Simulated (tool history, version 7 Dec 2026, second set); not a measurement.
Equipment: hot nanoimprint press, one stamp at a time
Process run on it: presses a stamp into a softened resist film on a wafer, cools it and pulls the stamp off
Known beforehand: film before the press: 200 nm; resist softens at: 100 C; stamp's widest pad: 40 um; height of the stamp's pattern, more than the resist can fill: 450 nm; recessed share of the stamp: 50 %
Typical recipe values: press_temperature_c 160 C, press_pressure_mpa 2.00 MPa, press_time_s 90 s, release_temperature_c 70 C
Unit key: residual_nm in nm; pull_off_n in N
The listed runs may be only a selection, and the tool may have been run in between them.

{"run": 1, "hour": 0.0, "press_temperature_c": 160, "press_pressure_mpa": 2.0, "press_time_s": 90, "release_temperature_c": 70, "residual_nm": 81.8, "pull_off_n": 214}
{"run": 2, "hour": 5.1, "press_temperature_c": 160, "press_pressure_mpa": 2.0, "press_time_s": 90, "release_temperature_c": 70, "residual_nm": 82.0, "pull_off_n": 215}
{"run": 3, "hour": 9.8, "press_temperature_c": 160, "press_pressure_mpa": 2.0, "press_time_s": 90, "release_temperature_c": 70, "residual_nm": 81.5, "pull_off_n": 223}
{"run": 4, "hour": 15.1, "press_temperature_c": 160, "press_pressure_mpa": 2.0, "press_time_s": 90, "release_temperature_c": 70, "residual_nm": 82.0, "pull_off_n": 217}
{"hour": 23.6, "done": "stamp cleaned and given a new release coat"}
{"run": 5, "hour": 27.4, "press_temperature_c": 160, "press_pressure_mpa": 2.0, "press_time_s": 90, "release_temperature_c": 70, "residual_nm": 80.6, "pull_off_n": 211}
{"run": 6, "hour": 33.5, "press_temperature_c": 160, "press_pressure_mpa": 2.0, "press_time_s": 90, "release_temperature_c": 72, "residual_nm": 80.4, "pull_off_n": 210}
{"run": 7, "hour": 41.1, "press_temperature_c": 160, "press_pressure_mpa": 2.0, "press_time_s": 90, "release_temperature_c": 72, "residual_nm": 81.6, "pull_off_n": 209}
{"run": 8, "hour": 50.3, "press_temperature_c": 160, "press_pressure_mpa": 2.0, "press_time_s": 90, "release_temperature_c": 72, "residual_nm": 80.9, "pull_off_n": 214}
{"run": 9, "hour": 58.9, "press_temperature_c": 160, "press_pressure_mpa": 2.0, "press_time_s": 90, "release_temperature_c": 72, "residual_nm": 81.4, "pull_off_n": 209}
{"hour": 69.4, "done": "plate thermocouple calibrated"}
{"run": 10, "hour": 71.0, "press_temperature_c": 160, "press_pressure_mpa": 2.0, "press_time_s": 90, "release_temperature_c": 72, "residual_nm": 81.0, "pull_off_n": 213}
{"run": 11, "hour": 76.0, "press_temperature_c": 160, "press_pressure_mpa": 2.0, "press_time_s": 90, "release_temperature_c": 72, "residual_nm": 80.4, "pull_off_n": 209}
{"run": 12, "hour": 82.8, "press_temperature_c": 160, "press_pressure_mpa": 2.0, "press_time_s": 90, "release_temperature_c": 72, "residual_nm": 81.4, "pull_off_n": 216}
{"run": 13, "hour": 92.5, "press_temperature_c": 160, "press_pressure_mpa": 2.0, "press_time_s": 90, "release_temperature_c": 72, "residual_nm": 81.3, "pull_off_n": 218}
{"run": 14, "hour": 98.0, "press_temperature_c": 160, "press_pressure_mpa": 2.0, "press_time_s": 90, "release_temperature_c": 72, "residual_nm": 81.1, "pull_off_n": 213}
{"run": 15, "hour": 104.3, "press_temperature_c": 160, "press_pressure_mpa": 2.0, "press_time_s": 90, "release_temperature_c": 60, "residual_nm": 80.5, "pull_off_n": 226}
{"run": 16, "hour": 109.5, "press_temperature_c": 160, "press_pressure_mpa": 2.0, "press_time_s": 90, "release_temperature_c": 60, "residual_nm": 80.8, "pull_off_n": 225}
{"run": 17, "hour": 114.6, "press_temperature_c": 157, "press_pressure_mpa": 2.0, "press_time_s": 90, "release_temperature_c": 70, "residual_nm": 93.9, "pull_off_n": 213}
{"run": 18, "hour": 124.2, "press_temperature_c": 170, "press_pressure_mpa": 1.35, "press_time_s": 84, "release_temperature_c": 63, "residual_nm": 60.6, "pull_off_n": 226}
{"run": 19, "hour": 132.0, "press_temperature_c": 156, "press_pressure_mpa": 2.47, "press_time_s": 52, "release_temperature_c": 60, "residual_nm": 110.5, "pull_off_n": 220}
{"run": 20, "hour": 138.5, "press_temperature_c": 156, "press_pressure_mpa": 2.47, "press_time_s": 52, "release_temperature_c": 60, "residual_nm": 110.2, "pull_off_n": 227}
{"run": 21, "hour": 145.8, "press_temperature_c": 156, "press_pressure_mpa": 2.7, "press_time_s": 114, "release_temperature_c": 60, "residual_nm": 79.7, "pull_off_n": 224}
{"run": 22, "hour": 154.5, "press_temperature_c": 169, "press_pressure_mpa": 1.25, "press_time_s": 90, "release_temperature_c": 77, "residual_nm": 63.2, "pull_off_n": 206}
{"run": 23, "hour": 164.2, "press_temperature_c": 160, "press_pressure_mpa": 1.73, "press_time_s": 116, "release_temperature_c": 68, "residual_nm": 76.0, "pull_off_n": 218}
{"run": 24, "hour": 172.7, "press_temperature_c": 160, "press_pressure_mpa": 2.0, "press_time_s": 154, "release_temperature_c": 57, "residual_nm": 63.8, "pull_off_n": 238}
{"run": 25, "hour": 176.9, "press_temperature_c": 160, "press_pressure_mpa": 2.0, "press_time_s": 154, "release_temperature_c": 57, "residual_nm": 63.6, "pull_off_n": 231}
{"run": 26, "hour": 184.7, "press_temperature_c": 163, "press_pressure_mpa": 3.1, "press_time_s": 90, "release_temperature_c": 70, "residual_nm": 54.8, "pull_off_n": 215}
{"run": 27, "hour": 193.0, "press_temperature_c": 163, "press_pressure_mpa": 3.1, "press_time_s": 70, "release_temperature_c": 70, "residual_nm": 62.2, "pull_off_n": 206}
{"run": 28, "hour": 199.1, "press_temperature_c": 154, "press_pressure_mpa": 1.84, "press_time_s": 145, "release_temperature_c": 63, "residual_nm": 94.7, "pull_off_n": 216}
{"run": 29, "hour": 203.5, "press_temperature_c": 149, "press_pressure_mpa": 1.43, "press_time_s": 50, "release_temperature_c": 64, "residual_nm": 163.9, "pull_off_n": 213}

Each row is a separate what-if for the run after 29, all from the same tool condition, not one after another. Results?
{"run": "A", "hour": 210.8, "press_temperature_c": 154, "press_pressure_mpa": 1.43, "press_time_s": 49, "release_temperature_c": 64, "residual_nm": "?", "pull_off_n": "?"}
{"run": "B", "hour": 210.8, "press_temperature_c": 156, "press_pressure_mpa": 1.74, "press_time_s": 101, "release_temperature_c": 70, "residual_nm": "?", "pull_off_n": "?"}
{"run": "C", "hour": 210.8, "press_temperature_c": 149, "press_pressure_mpa": 2.01, "press_time_s": 161, "release_temperature_c": 76, "residual_nm": "?", "pull_off_n": "?"}

run=A residual_nm=142.5 pull_off_n=226
run=B residual_nm=98.7 pull_off_n=213
run=C residual_nm=113.0 pull_off_n=208
Had the tool no hidden state, the same runs would have come out as:
run=A residual_nm=146.4 pull_off_n=225
run=B residual_nm=101.5 pull_off_n=212
run=C residual_nm=116.2 pull_off_n=208
